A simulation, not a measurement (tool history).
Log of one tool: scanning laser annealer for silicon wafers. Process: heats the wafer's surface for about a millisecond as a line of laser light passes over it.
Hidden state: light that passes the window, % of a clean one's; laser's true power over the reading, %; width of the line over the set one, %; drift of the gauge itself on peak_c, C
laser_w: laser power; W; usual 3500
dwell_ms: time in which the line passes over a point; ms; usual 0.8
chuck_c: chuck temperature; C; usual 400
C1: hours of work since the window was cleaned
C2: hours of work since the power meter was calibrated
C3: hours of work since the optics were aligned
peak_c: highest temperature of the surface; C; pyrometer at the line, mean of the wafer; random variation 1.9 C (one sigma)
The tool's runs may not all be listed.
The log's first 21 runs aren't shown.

{"run": 22, "hour": 770.7, "laser_w": 3255, "dwell_ms": 0.84, "chuck_c": 376, "C1": 511, "C2": 1025, "C3": 319, "peak_c": 1078}
{"run": 23, "hour": 810.0, "laser_w": 3469, "dwell_ms": 0.561, "chuck_c": 400, "C1": 538, "C2": 1053, "C3": 346, "peak_c": 1030}
{"run": 24, "hour": 836.1, "laser_w": 3302, "dwell_ms": 0.745, "chuck_c": 422, "C1": 556, "C2": 1071, "C3": 364, "peak_c": 1096}
{"run": 25, "hour": 856.7, "laser_w": 3500, "dwell_ms": 0.595, "chuck_c": 364, "C1": 571, "C2": 1085, "C3": 379, "peak_c": 1020}
{"run": 26, "hour": 899.7, "laser_w": 3004, "dwell_ms": 0.946, "chuck_c": 400, "C1": 600, "C2": 1115, "C3": 408, "peak_c": 1067}
{"run": 27, "hour": 950.4, "laser_w": 3539, "dwell_ms": 0.8, "chuck_c": 378, "C1": 636, "C2": 1150, "C3": 444, "peak_c": 1143}
{"run": 28, "hour": 985.0, "laser_w": 3412, "dwell_ms": 0.8, "chuck_c": 409, "C1": 660, "C2": 1174, "C3": 468, "peak_c": 1137}
{"run": 29, "hour": 1026.3, "laser_w": 3412, "dwell_ms": 0.8, "chuck_c": 409, "C1": 688, "C2": 1203, "C3": 496, "peak_c": 1138}
{"run": 30, "hour": 1073.1, "laser_w": 3412, "dwell_ms": 0.8, "chuck_c": 409, "C1": 721, "C2": 1235, "C3": 529, "peak_c": 1139}
{"run": 31, "hour": 1101.4, "laser_w": 3412, "dwell_ms": 0.8, "chuck_c": 409, "C1": 741, "C2": 1255, "C3": 549, "peak_c": 1141}
{"run": 32, "hour": 1151.7, "laser_w": 3412, "dwell_ms": 0.8, "chuck_c": 409, "C1": 776, "C2": 1290, "C3": 584, "peak_c": 1138}
{"hour": 1189.1, "done": "window over the wafer cleaned"}
{"run": 33, "hour": 1193.7, "laser_w": 3257, "dwell_ms": 0.566, "chuck_c": 406, "C1": 3, "C2": 1318, "C3": 611, "peak_c": 987}
{"run": 34, "hour": 1230.6, "laser_w": 3270, "dwell_ms": 0.566, "chuck_c": 387, "C1": 29, "C2": 1344, "C3": 637, "peak_c": 970}
{"run": 35, "hour": 1268.9, "laser_w": 3270, "dwell_ms": 0.566, "chuck_c": 407, "C1": 55, "C2": 1370, "C3": 664, "peak_c": 989}
{"run": 36, "hour": 1307.9, "laser_w": 3270, "dwell_ms": 0.566, "chuck_c": 407, "C1": 83, "C2": 1397, "C3": 691, "peak_c": 990}

Forecast each of these 4 alternatives for the next run:
{"run": "A", "hour": 1355.8, "laser_w": 3048, "dwell_ms": 0.787, "chuck_c": 401, "C1": 116, "C2": 1431, "C3": 724, "peak_c": "?"}
{"run": "B", "hour": 1355.8, "laser_w": 3173, "dwell_ms": 0.566, "chuck_c": 406, "C1": 116, "C2": 1431, "C3": 724, "peak_c": "?"}
{"run": "C", "hour": 1355.8, "laser_w": 3035, "dwell_ms": 0.791, "chuck_c": 407, "C1": 116, "C2": 1431, "C3": 724, "peak_c": "?"}
{"run": "D", "hour": 1355.8, "laser_w": 3270, "dwell_ms": 0.745, "chuck_c": 407, "C1": 116, "C2": 1431, "C3": 724, "peak_c": "?"}

run=A peak_c=1024
run=B peak_c=967
run=C peak_c=1027
run=D peak_c=1069
Without the tool's hidden state the same runs would have given:
run=A peak_c=1024
run=B peak_c=967
run=C peak_c=1028
run=D peak_c=1069

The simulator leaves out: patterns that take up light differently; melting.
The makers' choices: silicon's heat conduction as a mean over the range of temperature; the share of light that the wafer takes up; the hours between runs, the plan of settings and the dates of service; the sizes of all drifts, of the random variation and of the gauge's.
